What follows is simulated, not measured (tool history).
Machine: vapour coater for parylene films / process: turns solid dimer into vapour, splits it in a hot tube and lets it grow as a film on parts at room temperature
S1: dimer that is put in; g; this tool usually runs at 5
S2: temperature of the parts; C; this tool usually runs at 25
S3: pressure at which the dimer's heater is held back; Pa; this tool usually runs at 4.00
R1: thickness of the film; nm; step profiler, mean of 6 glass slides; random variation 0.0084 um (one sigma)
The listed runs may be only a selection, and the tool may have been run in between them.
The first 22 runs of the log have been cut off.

run     day  S1  S2    S3    R1
 23  27.858   4  25  4.00  1640
 24  29.138   5  25  4.00  2041
 25  30.621   2  25  4.31   800
 26  32.279   8  30  4.78  2695
 27  33.600   2  36  6.28   529
 28  35.275   5  17  2.93  2803
 29  35.983   5  17  2.93  2821
 30  37.117   5  17  2.93  2824
 31  38.183   5  17  2.93  2798
 32  39.833   2  21  4.68   918
 33  40.600   6  23  4.00  2635
 34  41.988   3  36  9.49   748
 35  42.942   3  36  9.49   762
     43.646  -- table's thermometer calibrated
 36  43.888   3  36  9.49   750
 37  44.667   3  29  2.73  1127
 38  45.900   3  20  2.73  1529
 39  46.654   3  20  2.73  1547
 40  47.842   4  29  2.73  1522
     48.742  -- gauge calibrated
 41  49.512   5  34  8.12  1338
 42  51.012   5  17  8.12  2385
 43  52.133   4  21  6.23  1744
 44  53.650   4  21  6.23  1743
 45  55.054   2  24  2.64   878
 46  56.442   2  24  2.64   874
 47  58.104   6  25  5.11  2343

Here are 4 independent what-if runs from the current tool condition. What would each one return?
     59.129  -- trap's valve overhauled
  A  59.775   3  31  5.11   ?
     59.129  -- trap's valve overhauled
  B  59.775   4  19  5.11   ?
     59.129  -- trap's valve overhauled
  C  59.775   5  25  6.51   ?
     59.129  -- trap's valve overhauled
  D  59.775   5  30  4.00   ?

run    R1
  A   946
  B  1916
  C  1903
  D  1700
With no hidden state in the tool, these same runs would have given:
run    R1
  A   941
  B  1905
  C  1892
  D  1690
